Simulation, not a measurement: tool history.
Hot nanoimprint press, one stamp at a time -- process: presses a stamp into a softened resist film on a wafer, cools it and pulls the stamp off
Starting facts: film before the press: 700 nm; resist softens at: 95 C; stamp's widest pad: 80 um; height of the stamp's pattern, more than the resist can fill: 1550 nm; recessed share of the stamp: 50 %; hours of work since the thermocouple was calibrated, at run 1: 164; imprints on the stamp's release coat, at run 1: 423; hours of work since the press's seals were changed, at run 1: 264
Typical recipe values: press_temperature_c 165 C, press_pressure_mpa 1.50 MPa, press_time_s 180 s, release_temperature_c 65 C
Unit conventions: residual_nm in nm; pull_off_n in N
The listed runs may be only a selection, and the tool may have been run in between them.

| run | hour | press_temperature_c | press_pressure_mpa | press_time_s | release_temperature_c | hours of work since the thermocouple was calibrated | imprints on the stamp's release coat | hours of work since the press's seals were changed | residual_nm | pull_off_n |
|---|---|---|---|---|---|---|---|---|---|---|
| 1 | 0.0 | 165 | 1.50 | 180 | 65 | 164 | 423 | 264 | 398.5 | 217 |
| 2 | 9.0 | 165 | 1.50 | 180 | 65 | 168 | 435 | 268 | 397.1 | 212 |
| 3 | 17.6 | 165 | 1.50 | 180 | 65 | 171 | 446 | 272 | 395.3 | 209 |
| 4 | 27.8 | 165 | 1.50 | 180 | 65 | 176 | 459 | 276 | 402.7 | 211 |
| 5 | 42.8 | 165 | 1.50 | 180 | 65 | 182 | 479 | 282 | 396.2 | 203 |
| 6 | 54.9 | 165 | 1.50 | 180 | 55 | 187 | 494 | 288 | 398.5 | 232 |
| 7 | 62.8 | 165 | 1.50 | 180 | 55 | 190 | 505 | 291 | 395.1 | 233 |
| 8 | 71.0 | 165 | 1.50 | 180 | 53 | 194 | 515 | 294 | 396.5 | 246 |
| 9 | 80.6 | 165 | 1.50 | 180 | 53 | 198 | 528 | 298 | 394.1 | 233 |
| 10 | 87.4 | 165 | 1.50 | 180 | 65 | 201 | 537 | 301 | 398.2 | 204 |
| 11 | 97.6 | 165 | 1.90 | 180 | 65 | 205 | 550 | 306 | 359.3 | 207 |
| 12 | 113.8 | 165 | 1.90 | 180 | 65 | 212 | 571 | 312 | 362.9 | 204 |
| 13 | 127.6 | 165 | 1.50 | 180 | 65 | 218 | 588 | 318 | 401.3 | 211 |
| 14 | 134.4 | 165 | 1.50 | 180 | 65 | 221 | 597 | 321 | 396.8 | 206 |
| 15 | 145.7 | 165 | 1.50 | 180 | 65 | 225 | 612 | 326 | 396.9 | 208 |
| 16 | 161.6 | 162 | 1.76 | 179 | 65 | 232 | 632 | 333 | 422.0 | 207 |
| 17 | 169.5 | 162 | 1.76 | 179 | 65 | 235 | 643 | 336 | 423.0 | 212 |
| 18 | 178.5 | 162 | 1.76 | 179 | 65 | 239 | 654 | 340 | 425.4 | 202 |
| 19 | 185.2 | 162 | 1.76 | 179 | 65 | 242 | 663 | 342 | 421.8 | 204 |
| 20 | 201.2 | 162 | 1.76 | 179 | 65 | 249 | 684 | 349 | 424.8 | 204 |
| 21 | 213.8 | 162 | 1.76 | 179 | 65 | 254 | 700 | 355 | 421.7 | 216 |
| 22 | 224.1 | 163 | 2.39 | 145 | 52 | 258 | 713 | 359 | 383.8 | 231 |
| 23 | 237.8 | 165 | 1.50 | 180 | 69 | 264 | 731 | 365 | 401.7 | 200 |
| 24 | 249.4 | 165 | 1.50 | 262 | 55 | 269 | 746 | 370 | 353.5 | 231 |
| 25 | 264.8 | 166 | 1.50 | 204 | 51 | 276 | 766 | 376 | 363.0 | 244 |
| 26 | 276.5 | 166 | 1.50 | 204 | 51 | 280 | 781 | 381 | 363.3 | 237 |
| 27 | 284.0 | 167 | 2.38 | 204 | 51 | 284 | 791 | 384 | 279.6 | 237 |
| 28 | 295.4 | 165 | 1.50 | 352 | 50 | 288 | 806 | 389 | 313.2 | 245 |
| 29 | 308.8 | 165 | 1.17 | 180 | 64 | 294 | 823 | 395 | 434.2 | 209 |

Here are 5 independent what-if runs from the current tool condition. What would each one return?
| A | 316.2 | 168 | 1.17 | 175 | 64 | 297 | 833 | 398 | ? | ? |
| B | 316.2 | 165 | 1.50 | 180 | 62 | 297 | 833 | 398 | ? | ? |
| C | 316.2 | 160 | 1.50 | 267 | 65 | 297 | 833 | 398 | ? | ? |
| D | 316.2 | 165 | 1.17 | 238 | 64 | 297 | 833 | 398 | ? | ? |
| E | 316.2 | 165 | 0.99 | 180 | 59 | 297 | 833 | 398 | ? | ? |

| run | residual_nm | pull_off_n |
|---|---|---|
| A | 392.5 | 211 |
| B | 396.4 | 220 |
| C | 434.3 | 210 |
| D | 402.2 | 216 |
| E | 467.8 | 218 |
With the hidden condition removed and each run's random variation left untouched, the same runs would have given:
| run | residual_nm | pull_off_n |
|---|---|---|
| A | 391.8 | 210 |
| B | 395.6 | 219 |
| C | 433.5 | 209 |
| D | 401.4 | 215 |
| E | 467.1 | 217 |

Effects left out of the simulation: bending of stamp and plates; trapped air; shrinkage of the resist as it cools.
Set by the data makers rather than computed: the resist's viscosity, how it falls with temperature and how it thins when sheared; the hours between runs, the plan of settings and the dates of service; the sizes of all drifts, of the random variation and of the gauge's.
